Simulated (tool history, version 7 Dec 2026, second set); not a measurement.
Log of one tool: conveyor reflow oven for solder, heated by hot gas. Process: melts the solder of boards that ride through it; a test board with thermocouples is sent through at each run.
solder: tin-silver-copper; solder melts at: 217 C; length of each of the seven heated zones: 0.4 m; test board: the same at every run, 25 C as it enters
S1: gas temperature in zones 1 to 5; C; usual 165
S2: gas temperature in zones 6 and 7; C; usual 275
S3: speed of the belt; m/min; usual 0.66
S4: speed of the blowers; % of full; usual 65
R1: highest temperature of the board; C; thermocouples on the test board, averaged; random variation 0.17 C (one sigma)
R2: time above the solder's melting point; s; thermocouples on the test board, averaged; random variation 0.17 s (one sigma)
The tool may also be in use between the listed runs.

run	hour	S1	S2	S3	S4	R1	R2
1	0	165	275	0.66	65	248.3	46.7
2	10.8	165	275	0.66	65	248.4	46.9
3	23.1	165	275	0.535	65	256.8	67.3
4	34	165	275	0.66	65	248.1	46.6
5	45.8	165	275	0.66	65	248.2	46.5
6	57.5	165	275	0.66	65	247.8	46.6
7	71.7	165	275	0.66	65	247.9	46.4
8	83.8	176	275	0.66	65	250.5	51.7
9	98.8	176	275	0.66	65	250.6	52
10	120.2	176	275	0.66	65	250.3	51.8
# hour 130.1: flux residue cleaned out of gas plates and filters
11	147.6	176	275	0.778	65	247.3	40.8
12	159.1	165	275	0.778	65	243.7	35.2
13	171.9	165	271	0.66	59	246.3	45.5
# hour 187: thermocouples of zones 6 and 7 changed
14	194.1	165	271	0.66	59	245.1	44.7
15	207.3	165	271	0.66	59	245.2	44.5
16	225.1	152	265	0.66	59	237.2	33
# hour 230.8: belt drive overhauled, speed set with a stopwatch
17	242.2	152	265	0.66	59	237.4	33
18	263.3	157	270	0.66	65	243.9	41.4
19	286	177	284	0.739	50	250.3	45.5
20	308.8	165	275	0.546	65	257.2	66.3
# hour 327.2: belt drive overhauled, speed set with a stopwatch, once more
21	332.1	165	282	0.546	65	262.4	69.1
22	356.6	163	282	0.596	69	259	60.8

The next listed run, before its measurement:
23	380.1	159	275	0.66	61	?	?

{"run 23": {"R1": 246, "R2": 42.7}}
Without the tool's hidden state the same run would have given R1 247.8 C, R2 44.6 s.

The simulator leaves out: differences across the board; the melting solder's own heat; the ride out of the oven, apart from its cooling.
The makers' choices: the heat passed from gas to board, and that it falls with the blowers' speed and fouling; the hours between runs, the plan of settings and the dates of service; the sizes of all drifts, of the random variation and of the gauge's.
